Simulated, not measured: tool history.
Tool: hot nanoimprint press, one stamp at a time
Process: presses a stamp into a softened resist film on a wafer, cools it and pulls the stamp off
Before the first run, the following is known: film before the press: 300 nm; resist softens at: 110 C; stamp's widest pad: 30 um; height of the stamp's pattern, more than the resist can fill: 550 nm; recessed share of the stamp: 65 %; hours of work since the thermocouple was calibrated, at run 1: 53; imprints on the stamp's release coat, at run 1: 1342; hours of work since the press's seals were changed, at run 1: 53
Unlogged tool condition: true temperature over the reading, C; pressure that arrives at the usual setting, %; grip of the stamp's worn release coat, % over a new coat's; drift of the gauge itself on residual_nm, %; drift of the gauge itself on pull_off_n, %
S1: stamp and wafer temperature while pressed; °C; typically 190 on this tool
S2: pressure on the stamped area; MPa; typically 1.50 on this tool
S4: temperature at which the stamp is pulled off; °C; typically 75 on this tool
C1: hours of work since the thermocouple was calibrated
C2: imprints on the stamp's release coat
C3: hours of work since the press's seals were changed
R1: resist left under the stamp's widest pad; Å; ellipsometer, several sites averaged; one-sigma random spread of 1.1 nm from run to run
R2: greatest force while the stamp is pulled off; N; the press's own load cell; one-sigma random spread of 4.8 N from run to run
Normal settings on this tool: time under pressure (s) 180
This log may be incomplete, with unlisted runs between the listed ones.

Run 1, hour 0.0: usual settings; C1 53; C2 1342; C3 53. Result: R1 1730 Å, R2 239 N.
Run 2, hour 27.3: usual settings; C1 70; C2 1464; C3 70. Result: R1 1726 Å, R2 235 N.
At hour 56.9: stamp cleaned and given a new release coat.
Run 3, hour 85.9: usual settings but S2 1.14 MPa; C1 101; C2 130; C3 101. Result: R1 1870 Å, R2 232 N.
Run 4, hour 130.3: usual settings; C1 128; C2 329; C3 128. Result: R1 1723 Å, R2 231 N.
Run 5, hour 157.2: usual settings; C1 144; C2 450; C3 144. Result: R1 1725 Å, R2 237 N.
Run 6, hour 190.9: usual settings but S2 2.34 MPa; C1 164; C2 601; C3 164. Result: R1 1450 Å, R2 232 N.
Run 7, hour 238.8: usual settings but S2 2.34 MPa; C1 193; C2 816; C3 193. Result: R1 1456 Å, R2 238 N.
Run 8, hour 260.8: usual settings but S2 2.34 MPa; C1 206; C2 914; C3 206. Result: R1 1462 Å, R2 227 N.
Run 9, hour 309.4: usual settings but S2 2.34 MPa; C1 235; C2 1132; C3 235. Result: R1 1452 Å, R2 236 N.
Run 10, hour 348.3: usual settings but S2 2.34 MPa, S4 72 °C; C1 258; C2 1307; C3 258. Result: R1 1453 Å, R2 243 N.
Run 11, hour 386.3: usual settings but S2 2.34 MPa, S4 72 °C; C1 281; C2 1477; C3 281. Result: R1 1454 Å, R2 241 N.
At hour 411.7: stamp cleaned and given a new release coat.
Run 12, hour 436.2: usual settings but S2 2.34 MPa, time under pressure (s) 221, S4 72 °C; C1 307; C2 109; C3 307. Result: R1 1355 Å, R2 232 N.
Run 13, hour 460.6: usual settings; C1 322; C2 219; C3 322. Result: R1 1711 Å, R2 228 N.
Run 14, hour 500.5: usual settings; C1 346; C2 398; C3 346. Result: R1 1732 Å, R2 223 N.
Run 15, hour 540.2: usual settings; C1 369; C2 576; C3 369. Result: R1 1737 Å, R2 229 N.
Run 16, hour 579.1: usual settings but S1 180 °C, S2 1.79 MPa, time under pressure (s) 154, S4 74 °C; C1 393; C2 750; C3 393. Result: R1 2328 Å, R2 240 N.
Run 17, hour 623.9: usual settings but S1 180 °C, S2 1.79 MPa, time under pressure (s) 154, S4 74 °C; C1 420; C2 951; C3 420. Result: R1 2328 Å, R2 242 N.
At hour 669.4: plate thermocouple calibrated.
Run 18, hour 676.5: usual settings but S1 186 °C, S2 1.64 MPa, time under pressure (s) 234, S4 63 °C; C1 4; C2 1173; C3 449. Result: R1 1789 Å, R2 265 N.
Run 19, hour 699.4: usual settings but S1 186 °C, S2 1.64 MPa, time under pressure (s) 234, S4 63 °C; C1 18; C2 1276; C3 463. Result: R1 1754 Å, R2 260 N.
Run 20, hour 740.3: usual settings but S2 1.29 MPa; C1 42; C2 1459; C3 487. Result: R1 1818 Å, R2 238 N.
At hour 769.1: stamp cleaned and given a new release coat.
Run 21, hour 794.1: usual settings but S2 1.29 MPa; C1 71; C2 113; C3 516. Result: R1 1815 Å, R2 230 N.
Run 22, hour 816.8: usual settings but S2 1.54 MPa; C1 85; C2 214; C3 530. Result: R1 1715 Å, R2 234 N.
Run 23, hour 854.1: usual settings but S1 185 °C, S2 2.29 MPa; C1 107; C2 381; C3 552. Result: R1 1791 Å, R2 234 N.
Run 24, hour 891.7: usual settings but S1 196 °C, time under pressure (s) 163; C1 129; C2 550; C3 575. Result: R1 1442 Å, R2 238 N.
Run 25, hour 938.0: usual settings but S1 195 °C, S2 1.73 MPa, time under pressure (s) 95; C1 157; C2 758; C3 602. Result: R1 1708 Å, R2 238 N.
Run 26, hour 989.2: usual settings but S1 195 °C, S2 2.21 MPa, time under pressure (s) 124; C1 188; C2 987; C3 633. Result: R1 1418 Å, R2 234 N.
Run 27, hour 1041.7: usual settings but S1 188 °C, S4 77 °C; C1 219; C2 1222; C3 664. Result: R1 1865 Å, R2 232 N.
Run 28, hour 1063.4: usual settings but S1 182 °C, S4 63 °C; C1 232; C2 1320; C3 677. Result: R1 2224 Å, R2 260 N.
Run 29, hour 1090.3: usual settings but S1 182 °C, time under pressure (s) 198, S4 61 °C; C1 248; C2 1440; C3 693. Result: R1 2197 Å, R2 274 N.
At hour 1122.0: stamp cleaned and given a new release coat.
Run 30, hour 1122.0: usual settings but S1 195 °C, S2 2.09 MPa, time under pressure (s) 349, S4 61 °C; C1 264; C2 0; C3 709. Result: R1 939 Å, R2 269 N.

3 ways to go on from here, each from the tool as it stands after run 30. What would each give?
Run A, hour 1160.2: usual settings but S1 195 °C, S2 2.09 MPa, time under pressure (s) 232, S4 61 °C; C1 287; C2 172; C3 732. Result: R1 ?, R2 ?.
Run B, hour 1160.2: usual settings but S1 183 °C, S2 2.09 MPa, time under pressure (s) 349, S4 61 °C; C1 287; C2 172; C3 732. Result: R1 ?, R2 ?.
Run C, hour 1160.2: usual settings but S1 195 °C, S2 1.22 MPa, time under pressure (s) 349, S4 63 °C; C1 287; C2 172; C3 732. Result: R1 ?, R2 ?.

run    R1   R2
  A  1132  264
  B  1582  265
  C  1192  272
Without the tool's unlogged condition, the same runs would have read:
run    R1   R2
  A  1132  264
  B  1583  264
  C  1193  271

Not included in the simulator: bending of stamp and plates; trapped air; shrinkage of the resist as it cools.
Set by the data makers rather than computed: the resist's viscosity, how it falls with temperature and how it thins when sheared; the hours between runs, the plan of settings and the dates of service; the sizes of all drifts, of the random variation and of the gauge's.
